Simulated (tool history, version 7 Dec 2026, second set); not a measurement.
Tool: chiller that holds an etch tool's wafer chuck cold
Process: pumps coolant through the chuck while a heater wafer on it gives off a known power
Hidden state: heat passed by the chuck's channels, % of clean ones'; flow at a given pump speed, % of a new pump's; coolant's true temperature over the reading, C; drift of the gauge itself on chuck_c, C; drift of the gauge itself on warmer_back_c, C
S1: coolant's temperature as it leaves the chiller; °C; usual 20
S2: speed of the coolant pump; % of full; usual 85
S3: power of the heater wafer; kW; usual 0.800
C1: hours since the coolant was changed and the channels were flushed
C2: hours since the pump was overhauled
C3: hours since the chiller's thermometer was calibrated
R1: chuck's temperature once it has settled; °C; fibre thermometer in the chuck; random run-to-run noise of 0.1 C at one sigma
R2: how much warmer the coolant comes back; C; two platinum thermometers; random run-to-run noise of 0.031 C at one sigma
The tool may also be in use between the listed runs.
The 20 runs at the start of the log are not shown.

{"hour": 1026.7, "done": "gauge calibrated"}
{"run": 21, "hour": 1037.4, "S1": 29, "S2": 88, "S3": 0.796, "C1": 1368, "C2": 1844, "C3": 2319, "R1": 35.3, "R2": 2.36}
{"hour": 1082.1, "done": "chiller's thermometer calibrated"}
{"run": 22, "hour": 1094.0, "S1": 29, "S2": 85, "S3": 0.914, "C1": 1424, "C2": 1899, "C3": 12, "R1": 36.8, "R2": 2.76}
{"run": 23, "hour": 1151.4, "S1": 12, "S2": 63, "S3": 0.647, "C1": 1481, "C2": 1957, "C3": 69, "R1": 19.0, "R2": 2.82}
{"run": 24, "hour": 1218.3, "S1": 23, "S2": 63, "S3": 0.649, "C1": 1548, "C2": 2024, "C3": 136, "R1": 29.9, "R2": 2.86}
{"run": 25, "hour": 1255.9, "S1": 23, "S2": 63, "S3": 0.649, "C1": 1586, "C2": 2061, "C3": 174, "R1": 30.0, "R2": 2.84}
{"run": 26, "hour": 1292.1, "S1": 17, "S2": 97, "S3": 0.561, "C1": 1622, "C2": 2098, "C3": 210, "R1": 21.0, "R2": 1.56}
{"run": 27, "hour": 1363.2, "S1": 17, "S2": 97, "S3": 0.561, "C1": 1693, "C2": 2169, "C3": 281, "R1": 21.2, "R2": 1.56}
{"run": 28, "hour": 1410.4, "S1": 23, "S2": 85, "S3": 1.048, "C1": 1740, "C2": 2216, "C3": 328, "R1": 31.6, "R2": 3.26}
{"run": 29, "hour": 1445.1, "S1": 13, "S2": 85, "S3": 0.846, "C1": 1775, "C2": 2251, "C3": 363, "R1": 20.1, "R2": 2.73}
{"run": 30, "hour": 1510.3, "S1": 13, "S2": 85, "S3": 0.846, "C1": 1840, "C2": 2316, "C3": 428, "R1": 19.9, "R2": 2.71}
{"run": 31, "hour": 1567.0, "S1": 19, "S2": 85, "S3": 0.917, "C1": 1897, "C2": 2372, "C3": 485, "R1": 26.5, "R2": 2.96}

Consider 3 possible next runs. They are alternatives, not a sequence: every one starts from the tool as it was left by run 31. What does each give?
{"run": "A", "hour": 1629.9, "S1": 16, "S2": 93, "S3": 0.916, "C1": 1960, "C2": 2435, "C3": 548, "R1": "?", "R2": "?"}
{"run": "B", "hour": 1629.9, "S1": 20, "S2": 79, "S3": 0.8, "C1": 1960, "C2": 2435, "C3": 548, "R1": "?", "R2": "?"}
{"run": "C", "hour": 1629.9, "S1": 19, "S2": 73, "S3": 0.917, "C1": 1960, "C2": 2435, "C3": 548, "R1": "?", "R2": "?"}

run=A R1=23.1 R2=2.78
run=B R1=27.0 R2=2.86
run=C R1=27.6 R2=3.49
Without the tool's hidden state the same runs would have given:
run=A R1=23.0 R2=2.58
run=B R1=27.0 R2=2.66
run=C R1=27.5 R2=3.29
